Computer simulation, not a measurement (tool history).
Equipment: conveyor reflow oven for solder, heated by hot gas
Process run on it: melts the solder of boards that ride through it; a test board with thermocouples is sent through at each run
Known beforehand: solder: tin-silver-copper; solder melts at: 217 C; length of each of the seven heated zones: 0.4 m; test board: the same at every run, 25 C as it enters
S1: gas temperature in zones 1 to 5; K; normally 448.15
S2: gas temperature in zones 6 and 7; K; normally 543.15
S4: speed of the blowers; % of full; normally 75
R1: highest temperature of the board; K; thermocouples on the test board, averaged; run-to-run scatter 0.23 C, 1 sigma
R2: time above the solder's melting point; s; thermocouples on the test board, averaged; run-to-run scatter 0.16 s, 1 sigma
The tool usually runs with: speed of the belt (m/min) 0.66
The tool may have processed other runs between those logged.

{"run": 1, "day": 0.0, "S1": 448.15, "S2": 543.15, "speed of the belt (m/min)": 0.66, "S4": 75, "R1": 529.25, "R2": 58.1}
{"run": 2, "day": 0.917, "S1": 448.15, "S2": 543.15, "speed of the belt (m/min)": 0.66, "S4": 75, "R1": 529.65, "R2": 57.6}
{"run": 3, "day": 1.367, "S1": 448.15, "S2": 543.15, "speed of the belt (m/min)": 0.65, "S4": 75, "R1": 529.65, "R2": 59}
{"run": 4, "day": 2.142, "S1": 448.15, "S2": 543.15, "speed of the belt (m/min)": 0.65, "S4": 75, "R1": 530.15, "R2": 58.8}
{"run": 5, "day": 3.104, "S1": 448.15, "S2": 543.15, "speed of the belt (m/min)": 0.65, "S4": 75, "R1": 529.75, "R2": 58.9}
{"run": 6, "day": 3.579, "S1": 448.15, "S2": 543.15, "speed of the belt (m/min)": 0.65, "S4": 75, "R1": 529.45, "R2": 58.9}
{"day": 3.821, "done": "belt drive overhauled, speed set with a stopwatch"}
{"run": 7, "day": 4.6, "S1": 456.15, "S2": 543.15, "speed of the belt (m/min)": 0.66, "S4": 75, "R1": 530.55, "R2": 61.4}
{"run": 8, "day": 5.15, "S1": 448.15, "S2": 543.15, "speed of the belt (m/min)": 0.665, "S4": 75, "R1": 528.85, "R2": 56.9}
{"run": 9, "day": 5.662, "S1": 448.15, "S2": 543.15, "speed of the belt (m/min)": 0.66, "S4": 75, "R1": 529.35, "R2": 57.9}
{"run": 10, "day": 6.225, "S1": 448.15, "S2": 543.15, "speed of the belt (m/min)": 0.66, "S4": 75, "R1": 529.05, "R2": 57.9}
{"run": 11, "day": 7.021, "S1": 449.15, "S2": 543.15, "speed of the belt (m/min)": 0.66, "S4": 75, "R1": 529.25, "R2": 58.2}
{"day": 7.338, "done": "belt drive overhauled, speed set with a stopwatch, once more"}
{"run": 12, "day": 7.675, "S1": 449.15, "S2": 543.15, "speed of the belt (m/min)": 0.66, "S4": 75, "R1": 528.45, "R2": 56.8}
{"run": 13, "day": 8.442, "S1": 445.15, "S2": 541.15, "speed of the belt (m/min)": 0.66, "S4": 75, "R1": 526.25, "R2": 54}
{"run": 14, "day": 9.138, "S1": 445.15, "S2": 549.15, "speed of the belt (m/min)": 0.66, "S4": 58, "R1": 528.75, "R2": 54.9}
{"day": 9.55, "done": "thermocouples of zones 6 and 7 changed"}
{"run": 15, "day": 10.204, "S1": 439.15, "S2": 543.15, "speed of the belt (m/min)": 0.561, "S4": 55, "R1": 525.65, "R2": 60.8}
{"run": 16, "day": 11.138, "S1": 448.15, "S2": 538.15, "speed of the belt (m/min)": 0.66, "S4": 75, "R1": 521.85, "R2": 51.9}
{"run": 17, "day": 12.171, "S1": 448.15, "S2": 538.15, "speed of the belt (m/min)": 0.66, "S4": 75, "R1": 521.65, "R2": 51.5}
{"run": 18, "day": 12.788, "S1": 448.15, "S2": 538.15, "speed of the belt (m/min)": 0.66, "S4": 75, "R1": 521.65, "R2": 51.8}
{"run": 19, "day": 13.258, "S1": 434.15, "S2": 535.15, "speed of the belt (m/min)": 0.74, "S4": 82, "R1": 513.65, "R2": 35.1}
{"day": 13.792, "done": "flux residue cleaned out of gas plates and filters"}
{"run": 20, "day": 14.192, "S1": 434.15, "S2": 546.15, "speed of the belt (m/min)": 0.713, "S4": 82, "R1": 529.35, "R2": 49.2}
{"run": 21, "day": 14.625, "S1": 462.15, "S2": 543.15, "speed of the belt (m/min)": 0.642, "S4": 75, "R1": 532.15, "R2": 66.5}

Here are 4 independent what-if runs from the current tool condition. What would each one return?
{"run": "A", "day": 15.438, "S1": 462.15, "S2": 543.15, "speed of the belt (m/min)": 0.642, "S4": 81, "R1": "?", "R2": "?"}
{"run": "B", "day": 15.438, "S1": 462.15, "S2": 556.15, "speed of the belt (m/min)": 0.53, "S4": 75, "R1": "?", "R2": "?"}
{"run": "C", "day": 15.438, "S1": 458.15, "S2": 533.15, "speed of the belt (m/min)": 0.621, "S4": 75, "R1": "?", "R2": "?"}
{"run": "D", "day": 15.438, "S1": 462.15, "S2": 543.15, "speed of the belt (m/min)": 0.642, "S4": 71, "R1": "?", "R2": "?"}

run=A R1=533.15 R2=66.9
run=B R1=548.95 R2=88.6
run=C R1=523.75 R2=62.2
run=D R1=531.35 R2=65.8
Without the tool's hidden state the same runs would have given:
run=A R1=532.85 R2=66.6
run=B R1=548.55 R2=88.3
run=C R1=523.45 R2=61.8
run=D R1=531.05 R2=65.5
